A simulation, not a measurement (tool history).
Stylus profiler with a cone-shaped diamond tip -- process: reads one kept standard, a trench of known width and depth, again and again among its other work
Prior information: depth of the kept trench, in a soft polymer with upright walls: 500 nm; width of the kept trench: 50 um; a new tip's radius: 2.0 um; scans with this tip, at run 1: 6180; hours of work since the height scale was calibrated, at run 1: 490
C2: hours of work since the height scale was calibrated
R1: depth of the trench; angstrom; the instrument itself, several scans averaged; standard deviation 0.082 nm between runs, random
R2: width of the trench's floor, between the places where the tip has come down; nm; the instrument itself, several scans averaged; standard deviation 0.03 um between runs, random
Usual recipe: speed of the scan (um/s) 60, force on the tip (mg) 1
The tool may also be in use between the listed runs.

Run 1, hour 0: usual settings; scans with this tip 6180; C2 490. Result: R1 5030.7 angstrom, R2 46440 nm.
Run 2, hour 25.9: usual settings; scans with this tip 6322; C2 502. Result: R1 5030.5 angstrom, R2 46440 nm.
Run 3, hour 65.4: usual settings; scans with this tip 6539; C2 519. Result: R1 5030.6 angstrom, R2 46470 nm.
Run 4, hour 107.6: usual settings; scans with this tip 6770; C2 537. Result: R1 5032.5 angstrom, R2 46360 nm.
Run 5, hour 147.5: usual settings; scans with this tip 6989; C2 554. Result: R1 5031.2 angstrom, R2 46360 nm.
Run 6, hour 181.4: usual settings; scans with this tip 7175; C2 569. Result: R1 5030 angstrom, R2 46390 nm.
Run 7, hour 225: usual settings but force on the tip (mg) 1.7; scans with this tip 7414; C2 588. Result: R1 5047.5 angstrom, R2 46370 nm.
Run 8, hour 275.6: usual settings but speed of the scan (um/s) 69, force on the tip (mg) 1.45; scans with this tip 7691; C2 610. Result: R1 5040.3 angstrom, R2 46250 nm.
Run 9, hour 323.8: usual settings but speed of the scan (um/s) 89, force on the tip (mg) 1.49; scans with this tip 7956; C2 631. Result: R1 5041.5 angstrom, R2 46210 nm.
Run 10, hour 352.1: usual settings but speed of the scan (um/s) 62, force on the tip (mg) 0.98; scans with this tip 8111; C2 644. Result: R1 5028.7 angstrom, R2 46260 nm.
Run 11, hour 388.6: usual settings but speed of the scan (um/s) 190, force on the tip (mg) 2.14; scans with this tip 8311; C2 659. Result: R1 5054.1 angstrom, R2 46010 nm.
Run 12, hour 433.2: usual settings but speed of the scan (um/s) 124, force on the tip (mg) 1.2; scans with this tip 8556; C2 679. Result: R1 5034.5 angstrom, R2 46090 nm.
Run 13, hour 485.3: usual settings but speed of the scan (um/s) 80, force on the tip (mg) 0.67; scans with this tip 8842; C2 701. Result: R1 5018.3 angstrom, R2 46020 nm.

3 options for the next run, each taken on its own from the tool as it stands now. Forecast them:
Run A, hour 524.4: usual settings but speed of the scan (um/s) 40, force on the tip (mg) 2.89; scans with this tip 9056; C2 719. Result: R1 ?, R2 ?.
Run B, hour 524.4: usual settings but speed of the scan (um/s) 164, force on the tip (mg) 0.38; scans with this tip 9056; C2 719. Result: R1 ?, R2 ?.
Run C, hour 524.4: usual settings but force on the tip (mg) 0.63; scans with this tip 9056; C2 719. Result: R1 ?, R2 ?.

run      R1     R2
  A  5067.1  46230
  B  5010.7  45610
  C  5016.7  46100
Without the tool's unlogged condition, the same runs would have read:
run      R1     R2
  A  5078.2  47300
  B  5021.7  46670
  C  5027.7  47160

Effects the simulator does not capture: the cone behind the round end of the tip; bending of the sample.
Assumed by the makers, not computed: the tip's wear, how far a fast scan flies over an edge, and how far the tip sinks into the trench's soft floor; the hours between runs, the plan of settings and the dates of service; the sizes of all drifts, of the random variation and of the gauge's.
